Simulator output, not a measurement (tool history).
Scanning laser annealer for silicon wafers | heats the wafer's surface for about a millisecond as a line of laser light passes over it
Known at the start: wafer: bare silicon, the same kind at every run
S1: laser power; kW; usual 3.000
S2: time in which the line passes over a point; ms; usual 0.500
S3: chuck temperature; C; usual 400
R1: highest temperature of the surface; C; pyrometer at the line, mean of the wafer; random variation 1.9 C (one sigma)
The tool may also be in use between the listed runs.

run,day,S1,S2,S3,R1
1,0.000,3.000,0.500,400,1093
2,0.383,3.000,0.500,400,1092
3,0.667,3.000,0.500,427,1116
4,0.850,3.000,0.500,365,1052
5,1.088,3.000,0.389,400,1006
6,1.475,3.000,0.613,400,1167
7,1.758,3.000,0.500,400,1087
8,2.171,3.000,0.500,400,1087
9,2.421,3.000,0.500,400,1085
10,2.704,3.000,0.500,400,1087
11,2.888,3.000,0.500,400,1085
12,3.088,3.000,0.580,400,1139
13,3.283,3.000,0.580,400,1141
14,3.604,3.000,0.521,400,1099
15,3.850,3.000,0.521,400,1102
16,4.208,3.000,0.521,400,1101
17,4.588,3.000,0.519,400,1098
18,4.862,3.000,0.519,400,1091
19,5.171,3.000,0.519,400,1096
20,5.446,3.000,0.519,400,1098
21,5.700,3.183,0.518,421,1172
22,5.946,2.948,0.500,372,1037
23,6.154,3.000,0.363,398,978
24,6.333,3.000,0.366,413,994
25,6.558,3.000,0.366,413,994
26,6.725,3.000,0.366,413,995
27,7.092,3.000,0.366,413,992
28,7.296,3.000,0.413,376,994
29,7.621,2.962,0.589,410,1139
30,7.950,2.962,0.589,410,1136
31,8.217,2.987,0.500,408,1084
32,8.562,2.692,0.360,372,870
33,8.817,3.108,0.574,437,1202
34,9.150,2.824,0.574,401,1070
35,9.408,3.151,0.518,375,1115
36,9.633,2.785,0.418,364,918
37,9.979,2.785,0.418,364,922
38,10.317,2.686,0.374,362,865

3 ways to go on from here, each from the tool as it stands after run 38. What would each give?
A,10.662,3.068,0.443,362,?
B,10.662,3.214,0.374,362,?
C,10.662,2.575,0.354,426,?

run,R1
A,1017
B,1000
C,886
Without the tool's hidden state the same runs would have given:
run,R1
A,1055
B,1038
C,913

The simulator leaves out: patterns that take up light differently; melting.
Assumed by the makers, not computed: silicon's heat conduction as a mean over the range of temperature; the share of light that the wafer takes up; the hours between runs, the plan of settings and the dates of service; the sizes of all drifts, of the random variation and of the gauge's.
